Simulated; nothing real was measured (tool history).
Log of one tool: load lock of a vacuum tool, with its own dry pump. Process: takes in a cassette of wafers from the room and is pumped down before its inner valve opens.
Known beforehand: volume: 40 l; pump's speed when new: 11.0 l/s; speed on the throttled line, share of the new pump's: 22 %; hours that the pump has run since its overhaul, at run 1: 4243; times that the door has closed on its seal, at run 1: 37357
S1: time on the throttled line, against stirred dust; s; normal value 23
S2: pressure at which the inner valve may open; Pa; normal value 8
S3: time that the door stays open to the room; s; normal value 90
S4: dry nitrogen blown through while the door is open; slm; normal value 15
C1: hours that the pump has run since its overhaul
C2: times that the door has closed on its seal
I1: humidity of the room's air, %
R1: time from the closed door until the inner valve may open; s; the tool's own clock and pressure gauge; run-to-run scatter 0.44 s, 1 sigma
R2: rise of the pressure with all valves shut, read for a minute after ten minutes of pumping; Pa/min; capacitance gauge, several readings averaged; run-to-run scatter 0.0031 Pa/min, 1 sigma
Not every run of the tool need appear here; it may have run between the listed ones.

Run 1, hour 0.0: usual settings; C1 4243; C2 37357; I1 43.0. Result: R1 53.8 s, R2 0.223 Pa/min.
Run 2, hour 121.1: usual settings; C1 4364; C2 37731; I1 45.8. Result: R1 54.0 s, R2 0.234 Pa/min.
Run 3, hour 244.3: usual settings; C1 4487; C2 38111; I1 44.9. Result: R1 53.7 s, R2 0.229 Pa/min.
Run 4, hour 328.1: usual settings; C1 4571; C2 38369; I1 43.8. Result: R1 55.0 s, R2 0.228 Pa/min.
Run 5, hour 424.0: usual settings but S2 10 Pa; C1 4667; C2 38665; I1 47.8. Result: R1 52.3 s, R2 0.238 Pa/min.
Run 6, hour 552.2: usual settings but S2 15 Pa; C1 4795; C2 39060; I1 43.9. Result: R1 50.9 s, R2 0.239 Pa/min.
Run 7, hour 690.3: usual settings; C1 4933; C2 39486; I1 43.7. Result: R1 53.8 s, R2 0.244 Pa/min.
Run 8, hour 844.4: usual settings but S3 34 s; C1 5087; C2 39961; I1 47.1. Result: R1 53.8 s, R2 0.232 Pa/min.
Run 9, hour 977.9: usual settings but S3 34 s; C1 5221; C2 40373; I1 46.0. Result: R1 54.7 s, R2 0.235 Pa/min.
Run 10, hour 1076.3: usual settings; C1 5319; C2 40677; I1 45.8. Result: R1 54.4 s, R2 0.253 Pa/min.
Run 11, hour 1140.1: usual settings; C1 5383; C2 40873; I1 42.7. Result: R1 54.5 s, R2 0.252 Pa/min.
At hour 1212.5: door's seal changed, seat wiped.
Run 12, hour 1217.9: usual settings; C1 5459; C2 16; I1 44.1. Result: R1 54.0 s, R2 0.059 Pa/min.
Run 13, hour 1348.9: usual settings; C1 5590; C2 420; I1 44.5. Result: R1 55.0 s, R2 0.062 Pa/min.
Run 14, hour 1419.0: usual settings; C1 5660; C2 637; I1 42.3. Result: R1 54.5 s, R2 0.052 Pa/min.
Run 15, hour 1536.8: usual settings; C1 5778; C2 1000; I1 49.3. Result: R1 55.4 s, R2 0.058 Pa/min.
Run 16, hour 1676.9: usual settings; C1 5918; C2 1432; I1 44.2. Result: R1 54.6 s, R2 0.054 Pa/min.
Run 17, hour 1759.6: usual settings but S2 11 Pa, S4 10 slm; C1 6001; C2 1687; I1 46.4. Result: R1 53.3 s, R2 0.061 Pa/min.
Run 18, hour 1829.0: usual settings but S2 11 Pa, S4 10 slm; C1 6070; C2 1901; I1 44.8. Result: R1 53.7 s, R2 0.057 Pa/min.
Run 19, hour 1945.1: usual settings but S1 34 s; C1 6186; C2 2259; I1 45.2. Result: R1 63.5 s, R2 0.053 Pa/min.
Run 20, hour 2034.2: usual settings but S1 34 s; C1 6275; C2 2534; I1 44.3. Result: R1 63.1 s, R2 0.056 Pa/min.
Run 21, hour 2148.2: usual settings but S1 15 s, S2 9 Pa, S3 46 s, S4 29 slm; C1 6389; C2 2886; I1 47.1. Result: R1 48.3 s, R2 0.038 Pa/min.
Run 22, hour 2263.4: usual settings but S1 15 s, S2 9 Pa, S3 46 s, S4 29 slm; C1 6505; C2 3241; I1 40.3. Result: R1 47.4 s, R2 0.037 Pa/min.
Run 23, hour 2410.4: usual settings but S1 22 s, S2 12 Pa, S3 205 s, S4 12 slm; C1 6652; C2 3694; I1 46.9. Result: R1 52.0 s, R2 0.084 Pa/min.
Run 24, hour 2525.4: usual settings but S1 42 s, S2 10 Pa, S3 128 s, S4 22 slm; C1 6767; C2 4049; I1 41.6. Result: R1 67.8 s, R2 0.064 Pa/min.
Run 25, hour 2635.1: usual settings but S1 12 s, S3 119 s; C1 6876; C2 4387; I1 49.2. Result: R1 46.9 s, R2 0.072 Pa/min.
Run 26, hour 2762.9: usual settings but S1 12 s, S3 119 s; C1 7004; C2 4781; I1 43.7. Result: R1 46.7 s, R2 0.071 Pa/min.
Run 27, hour 2839.1: usual settings but S1 12 s, S3 119 s, S4 7 slm; C1 7080; C2 5016; I1 47.4. Result: R1 47.3 s, R2 0.092 Pa/min.
Run 28, hour 2939.1: usual settings but S2 11 Pa, S3 204 s; C1 7180; C2 5325; I1 42.9. Result: R1 53.6 s, R2 0.083 Pa/min.
Run 29, hour 3092.1: usual settings but S1 26 s, S3 34 s, S4 8 slm; C1 7333; C2 5797; I1 44.2. Result: R1 57.5 s, R2 0.058 Pa/min.
Run 30, hour 3225.1: usual settings but S1 12 s, S2 13 Pa, S3 26 s, S4 17 slm; C1 7466; C2 6206; I1 45.1. Result: R1 44.8 s, R2 0.047 Pa/min.
Run 31, hour 3375.9: usual settings but S1 22 s, S2 11 Pa; C1 7617; C2 6672; I1 41.9. Result: R1 53.2 s, R2 0.070 Pa/min.
Run 32, hour 3483.1: usual settings but S2 6 Pa, S3 73 s; C1 7724; C2 7002; I1 45.0. Result: R1 57.1 s, R2 0.063 Pa/min.

What if the next run were any one of these 4? Each begins from the tool's condition after run 32:
Run A, hour 3548.2: usual settings but S1 37 s, S2 7 Pa, S3 167 s; C1 7789; C2 7203; I1 44.8. Result: R1 ?, R2 ?.
Run B, hour 3548.2: usual settings but S2 15 Pa, S3 57 s, S4 16 slm; C1 7789; C2 7203; I1 44.8. Result: R1 ?, R2 ?.
Run C, hour 3548.2: usual settings but S1 18 s; C1 7789; C2 7203; I1 48.1. Result: R1 ?, R2 ?.
Run D, hour 3548.2: usual settings but S2 6 Pa, S3 91 s, S4 4 slm; C1 7789; C2 7203; I1 46.5. Result: R1 ?, R2 ?.

run    R1     R2
  A  67.7  0.086
  B  53.5  0.061
  C  51.5  0.073
  D  55.8  0.085
The same runs, with their run-to-run variation unchanged, on a tool lacking any hidden condition would have given:
run    R1     R2
  A  65.1  0.072
  B  50.9  0.047
  C  48.5  0.058
  D  52.9  0.071

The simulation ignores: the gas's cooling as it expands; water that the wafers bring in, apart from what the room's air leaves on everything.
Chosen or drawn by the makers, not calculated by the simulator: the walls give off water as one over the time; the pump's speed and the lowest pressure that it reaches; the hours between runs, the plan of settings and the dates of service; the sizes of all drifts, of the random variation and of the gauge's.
